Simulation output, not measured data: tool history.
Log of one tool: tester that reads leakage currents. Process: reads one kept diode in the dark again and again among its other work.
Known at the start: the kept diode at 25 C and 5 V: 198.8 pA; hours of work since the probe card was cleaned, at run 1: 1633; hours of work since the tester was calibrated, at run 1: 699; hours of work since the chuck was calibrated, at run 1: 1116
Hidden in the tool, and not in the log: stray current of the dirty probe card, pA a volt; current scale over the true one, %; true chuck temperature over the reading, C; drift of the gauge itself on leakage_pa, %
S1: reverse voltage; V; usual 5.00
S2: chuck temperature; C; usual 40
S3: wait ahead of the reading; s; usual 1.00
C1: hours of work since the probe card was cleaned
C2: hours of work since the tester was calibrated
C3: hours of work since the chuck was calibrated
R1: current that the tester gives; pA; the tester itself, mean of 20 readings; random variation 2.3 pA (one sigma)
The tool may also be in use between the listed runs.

Run 1, hour 0.0: usual settings; C1 1633; C2 699; C3 1116. Result: R1 713.38 pA.
Run 2, hour 17.6: usual settings; C1 1644; C2 710; C3 1127. Result: R1 711.69 pA.
Run 3, hour 47.8: usual settings; C1 1662; C2 729; C3 1145. Result: R1 713.50 pA.
Run 4, hour 80.9: usual settings; C1 1683; C2 749; C3 1166. Result: R1 712.09 pA.
Run 5, hour 97.1: usual settings; C1 1693; C2 759; C3 1176. Result: R1 716.33 pA.
Run 6, hour 124.8: usual settings; C1 1710; C2 777; C3 1193. Result: R1 706.97 pA.
Run 7, hour 155.5: usual settings; C1 1729; C2 796; C3 1212. Result: R1 715.01 pA.
Run 8, hour 178.8: usual settings; C1 1744; C2 810; C3 1227. Result: R1 708.69 pA.
Run 9, hour 210.6: usual settings; C1 1763; C2 830; C3 1246. Result: R1 708.13 pA.
Run 10, hour 231.0: usual settings but S2 29 C; C1 1776; C2 843; C3 1259. Result: R1 263.97 pA.
Run 11, hour 250.4: usual settings; C1 1788; C2 855; C3 1271. Result: R1 710.33 pA.
Run 12, hour 271.7: usual settings but S2 29 C; C1 1801; C2 868; C3 1284. Result: R1 263.09 pA.
Run 13, hour 296.6: usual settings; C1 1817; C2 883; C3 1300. Result: R1 710.62 pA.
Run 14, hour 325.4: usual settings; C1 1835; C2 901; C3 1318. Result: R1 704.52 pA.
Run 15, hour 350.4: usual settings; C1 1850; C2 917; C3 1333. Result: R1 705.26 pA.
Run 16, hour 375.7: usual settings but S2 54 C; C1 1866; C2 932; C3 1349. Result: R1 2260.82 pA.
At hour 405.9: probe card cleaned and baked.
Run 17, hour 407.6: usual settings but S2 54 C; C1 1; C2 950; C3 1367. Result: R1 2259.26 pA.
Run 18, hour 426.3: usual settings; C1 13; C2 962; C3 1378. Result: R1 706.48 pA.
Run 19, hour 463.1: usual settings; C1 35; C2 985; C3 1401. Result: R1 698.27 pA.
Run 20, hour 499.7: usual settings; C1 58; C2 1007; C3 1424. Result: R1 700.47 pA.
Run 21, hour 527.3: usual settings but S2 31 C, S3 2.06 s; C1 75; C2 1025; C3 1441. Result: R1 312.66 pA.
Run 22, hour 565.5: usual settings but S2 31 C, S3 0.38 s; C1 99; C2 1048; C3 1465. Result: R1 312.43 pA.
Run 23, hour 600.9: usual settings but S1 1.07 V, S3 7.89 s; C1 121; C2 1070; C3 1487. Result: R1 321.86 pA.
Run 24, hour 625.2: usual settings but S1 4.88 V, S3 0.82 s; C1 136; C2 1085; C3 1502. Result: R1 690.81 pA.
Run 25, hour 654.4: usual settings but S1 19.94 V, S2 28 C, S3 0.68 s; C1 154; C2 1103; C3 1520. Result: R1 472.93 pA.
Run 26, hour 673.9: usual settings but S1 3.59 V, S2 28 C, S3 2.06 s; C1 166; C2 1116; C3 1532. Result: R1 198.30 pA.
Run 27, hour 707.5: usual settings but S1 3.59 V, S2 22 C, S3 1.71 s; C1 187; C2 1136; C3 1553. Result: R1 110.83 pA.
Run 28, hour 727.6: usual settings but S1 8.84 V, S2 21 C; C1 200; C2 1149; C3 1565. Result: R1 159.78 pA.
Run 29, hour 751.9: usual settings but S1 8.84 V, S2 21 C; C1 215; C2 1164; C3 1580. Result: R1 159.45 pA.
Run 30, hour 780.9: usual settings but S1 8.84 V, S2 21 C; C1 233; C2 1182; C3 1598. Result: R1 158.07 pA.
Run 31, hour 813.3: usual settings but S1 2.17 V, S2 20 C, S3 2.17 s; C1 253; C2 1202; C3 1619. Result: R1 70.64 pA.
Run 32, hour 850.5: usual settings but S1 2.17 V, S2 42 C, S3 5.69 s; C1 276; C2 1225; C3 1642. Result: R1 539.00 pA.
Run 33, hour 887.3: usual settings but S1 4.77 V, S2 31 C, S3 1.41 s; C1 299; C2 1248; C3 1664. Result: R1 303.81 pA.
Run 34, hour 919.8: usual settings but S1 4.77 V, S2 31 C, S3 1.41 s; C1 319; C2 1268; C3 1685. Result: R1 300.05 pA.
Run 35, hour 945.3: usual settings but S1 2.52 V, S2 32 C, S3 3.08 s; C1 335; C2 1284; C3 1700. Result: R1 238.10 pA.
Run 36, hour 963.3: usual settings but S1 7.41 V, S2 46 C, S3 0.64 s; C1 346; C2 1295; C3 1712. Result: R1 1405.86 pA.
Run 37, hour 998.0: usual settings but S1 7.41 V, S2 46 C, S3 0.64 s; C1 367; C2 1317; C3 1733. Result: R1 1402.21 pA.
Run 38, hour 1018.2: usual settings but S1 7.41 V, S2 46 C, S3 0.64 s; C1 380; C2 1329; C3 1746. Result: R1 1404.00 pA.
Run 39, hour 1037.1: usual settings but S1 8.36 V, S3 0.68 s; C1 392; C2 1341; C3 1757. Result: R1 890.87 pA.
Run 40, hour 1071.0: usual settings but S1 2.31 V, S2 55 C, S3 2.14 s; C1 413; C2 1362; C3 1778. Result: R1 1631.08 pA.

Some steps in R1 between neighbouring runs. How much of each would the tool show without its hidden state too (settings, what came in, random variation), and how much is left for the hidden state, with any gauge scatter that isn't in both results?
Run 15 -> 16: S2 40 -> 54. R1 +1555.56 pA: hidden state -141.83, all else +1697.39.
Run 17 -> 18: S2 54 -> 40. R1 -1552.78 pA: hidden state +141.93, all else -1694.71.
Run 35 -> 36: S1 2.52 -> 7.41, S2 32 -> 46, S3 3.08 -> 0.64. R1 +1167.76 pA: hidden state -140.78, all else +1308.54.
